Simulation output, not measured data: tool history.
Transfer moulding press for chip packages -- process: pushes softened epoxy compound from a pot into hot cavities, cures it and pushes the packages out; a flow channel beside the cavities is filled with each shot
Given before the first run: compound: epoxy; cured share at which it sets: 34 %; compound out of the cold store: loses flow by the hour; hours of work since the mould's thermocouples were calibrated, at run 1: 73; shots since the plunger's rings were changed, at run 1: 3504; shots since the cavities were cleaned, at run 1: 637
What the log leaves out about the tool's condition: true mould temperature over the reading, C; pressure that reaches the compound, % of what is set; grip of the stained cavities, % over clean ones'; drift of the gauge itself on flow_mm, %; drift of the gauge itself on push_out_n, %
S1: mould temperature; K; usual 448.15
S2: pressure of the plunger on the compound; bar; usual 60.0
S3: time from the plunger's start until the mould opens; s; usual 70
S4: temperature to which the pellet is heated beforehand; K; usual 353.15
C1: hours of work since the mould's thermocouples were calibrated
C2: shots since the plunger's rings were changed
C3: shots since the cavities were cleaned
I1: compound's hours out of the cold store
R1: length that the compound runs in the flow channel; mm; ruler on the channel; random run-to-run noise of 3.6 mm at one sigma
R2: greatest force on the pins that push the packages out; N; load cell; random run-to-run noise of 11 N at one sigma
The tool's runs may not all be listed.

{"run": 1, "hour": 0.0, "S1": 448.15, "S2": 60.0, "S3": 70, "S4": 353.15, "C1": 73, "C2": 3504, "C3": 637, "I1": 8.0, "R1": 980, "R2": 928}
{"hour": 6.4, "done": "cavities cleaned with cleaning compound and waxed"}
{"run": 2, "hour": 8.3, "S1": 448.15, "S2": 60.0, "S3": 69, "S4": 353.15, "C1": 78, "C2": 3630, "C3": 36, "I1": 19.3, "R1": 926, "R2": 1160}
{"run": 3, "hour": 13.6, "S1": 448.15, "S2": 60.0, "S3": 68, "S4": 353.15, "C1": 82, "C2": 3728, "C3": 134, "I1": 25.1, "R1": 897, "R2": 1094}
{"run": 4, "hour": 23.5, "S1": 448.15, "S2": 60.0, "S3": 68, "S4": 353.15, "C1": 89, "C2": 3911, "C3": 317, "I1": 38.6, "R1": 837, "R2": 1026}
{"run": 5, "hour": 34.6, "S1": 448.15, "S2": 60.0, "S3": 51, "S4": 353.15, "C1": 97, "C2": 4114, "C3": 520, "I1": 40.2, "R1": 833, "R2": 1983}
{"hour": 40.1, "done": "cavities cleaned with cleaning compound and waxed, once more"}
{"run": 6, "hour": 44.6, "S1": 448.15, "S2": 60.0, "S3": 70, "S4": 353.15, "C1": 103, "C2": 4271, "C3": 83, "I1": 39.8, "R1": 824, "R2": 583}
{"run": 7, "hour": 51.6, "S1": 448.15, "S2": 60.0, "S3": 70, "S4": 353.15, "C1": 108, "C2": 4401, "C3": 213, "I1": 32.2, "R1": 862, "R2": 704}
{"run": 8, "hour": 58.5, "S1": 448.15, "S2": 60.0, "S3": 70, "S4": 353.15, "C1": 113, "C2": 4527, "C3": 339, "I1": 37.8, "R1": 840, "R2": 744}
{"run": 9, "hour": 70.1, "S1": 448.15, "S2": 60.0, "S3": 70, "S4": 353.15, "C1": 122, "C2": 4742, "C3": 554, "I1": 42.8, "R1": 811, "R2": 808}
{"run": 10, "hour": 77.6, "S1": 448.15, "S2": 60.0, "S3": 70, "S4": 353.15, "C1": 127, "C2": 4879, "C3": 691, "I1": 25.0, "R1": 888, "R2": 882}
{"hour": 80.9, "done": "cavities cleaned with cleaning compound and waxed"}
{"run": 11, "hour": 84.0, "S1": 448.15, "S2": 60.0, "S3": 70, "S4": 353.15, "C1": 131, "C2": 4971, "C3": 59, "I1": 43.7, "R1": 808, "R2": 534}
{"run": 12, "hour": 89.6, "S1": 448.15, "S2": 60.0, "S3": 70, "S4": 353.15, "C1": 135, "C2": 5073, "C3": 161, "I1": 13.6, "R1": 937, "R2": 688}
{"run": 13, "hour": 96.6, "S1": 448.15, "S2": 60.0, "S3": 70, "S4": 353.15, "C1": 140, "C2": 5202, "C3": 290, "I1": 28.6, "R1": 873, "R2": 729}
{"run": 14, "hour": 108.7, "S1": 448.15, "S2": 45.6, "S3": 70, "S4": 353.15, "C1": 149, "C2": 5426, "C3": 514, "I1": 23.1, "R1": 777, "R2": 834}
{"run": 15, "hour": 118.1, "S1": 455.15, "S2": 49.3, "S3": 60, "S4": 347.15, "C1": 156, "C2": 5598, "C3": 686, "I1": 27.1, "R1": 767, "R2": 849}
{"hour": 121.4, "done": "plunger's sealing rings changed"}
{"hour": 124.5, "done": "cavities cleaned with cleaning compound and waxed"}
{"run": 16, "hour": 132.3, "S1": 444.15, "S2": 46.7, "S3": 94, "S4": 359.15, "C1": 163, "C2": 172, "C3": 143, "I1": 16.3, "R1": 876, "R2": 551}
{"run": 17, "hour": 139.8, "S1": 447.15, "S2": 65.2, "S3": 53, "S4": 353.15, "C1": 169, "C2": 310, "C3": 281, "I1": 24.5, "R1": 985, "R2": 1511}
{"run": 18, "hour": 148.3, "S1": 447.15, "S2": 45.8, "S3": 53, "S4": 353.15, "C1": 175, "C2": 468, "C3": 439, "I1": 34.7, "R1": 786, "R2": 1619}
{"run": 19, "hour": 159.9, "S1": 451.15, "S2": 51.1, "S3": 94, "S4": 348.15, "C1": 183, "C2": 682, "C3": 653, "I1": 36.0, "R1": 804, "R2": 706}
{"hour": 165.4, "done": "cavities cleaned with cleaning compound and waxed"}
{"run": 20, "hour": 169.4, "S1": 448.15, "S2": 73.2, "S3": 62, "S4": 353.15, "C1": 189, "C2": 829, "C3": 74, "I1": 29.1, "R1": 1009, "R2": 718}
{"run": 21, "hour": 177.1, "S1": 448.15, "S2": 73.2, "S3": 62, "S4": 353.15, "C1": 195, "C2": 970, "C3": 215, "I1": 41.5, "R1": 951, "R2": 840}
{"run": 22, "hour": 187.5, "S1": 448.15, "S2": 54.2, "S3": 88, "S4": 353.15, "C1": 202, "C2": 1163, "C3": 408, "I1": 16.4, "R1": 923, "R2": 698}
{"run": 23, "hour": 195.4, "S1": 448.15, "S2": 54.2, "S3": 88, "S4": 353.15, "C1": 208, "C2": 1309, "C3": 554, "I1": 32.7, "R1": 849, "R2": 732}
{"run": 24, "hour": 204.0, "S1": 448.15, "S2": 54.2, "S3": 88, "S4": 353.15, "C1": 215, "C2": 1468, "C3": 713, "I1": 14.9, "R1": 931, "R2": 746}

Expected results for the next run?
{"hour": 206.1, "done": "cavities cleaned with cleaning compound and waxed"}
{"run": 25, "hour": 214.1, "S1": 448.15, "S2": 54.2, "S3": 88, "S4": 353.15, "C1": 221, "C2": 1626, "C3": 147, "I1": 28.4, "R1": "?", "R2": "?"}

Run 25 measured R1 860 mm, R2 519 N.
Minus the tool's unlogged condition, the same run would have read R1 879 mm, R2 385 N.

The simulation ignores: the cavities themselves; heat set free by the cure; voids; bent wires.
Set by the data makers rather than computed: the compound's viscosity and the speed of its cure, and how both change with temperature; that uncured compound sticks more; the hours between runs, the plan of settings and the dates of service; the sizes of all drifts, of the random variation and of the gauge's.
